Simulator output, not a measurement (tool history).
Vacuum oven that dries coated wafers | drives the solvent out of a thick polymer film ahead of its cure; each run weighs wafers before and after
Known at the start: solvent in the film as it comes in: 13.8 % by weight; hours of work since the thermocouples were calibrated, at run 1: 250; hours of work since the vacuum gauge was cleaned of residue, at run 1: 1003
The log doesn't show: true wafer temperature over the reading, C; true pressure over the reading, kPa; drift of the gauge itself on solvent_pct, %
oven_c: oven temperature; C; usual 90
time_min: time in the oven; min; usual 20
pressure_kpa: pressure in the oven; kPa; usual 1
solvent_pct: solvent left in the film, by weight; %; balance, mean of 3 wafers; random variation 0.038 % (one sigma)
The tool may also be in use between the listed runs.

run,hour,oven_c,time_min,pressure_kpa,hours of work since the thermocouples were calibrated,hours of work since the vacuum gauge was cleaned of residue,solvent_pct
1,0,90,20,1,250,1003,1.95
# hour 20.1: vacuum gauge cleaned of residue and calibrated
2,48,90,33,1,273,13,0.85
3,81.7,90,33,1,289,30,0.9
4,109,83,20,1,302,43,3.87
5,145.4,90,20,1,320,61,1.9
6,207.8,90,20,1.41,350,91,2.13
7,265,90,11,1.41,378,118,4.17
8,305.2,90,11,1.41,397,138,4.16
9,352.2,90,11,1.41,420,161,4.24
10,416.1,90,11,1.41,451,192,4.21
11,450.6,90,20,1.37,467,208,2.11
12,500,90,20,1.37,491,232,1.98
13,531.4,90,11,0.93,506,247,4.09
14,585.8,100,14,2.19,533,274,1.29
15,613.4,100,14,2.19,546,287,1.34
16,656.7,100,14,2.19,567,308,1.29
17,703.4,90,28,1,590,331,1.11
18,762.1,90,28,1,618,359,1.23
19,805.6,80,26,1,639,380,3.81

Forecast each of these 3 alternatives for the next run:
A,843.4,90,20,1.82,657,398,?
B,843.4,80,10,1.78,657,398,?
C,843.4,90,20,1.34,657,398,?

run,solvent_pct
A,2.25
B,7.64
C,2.09
Without the tool's hidden state the same runs would have given:
run,solvent_pct
A,2.27
B,7.67
C,2.12
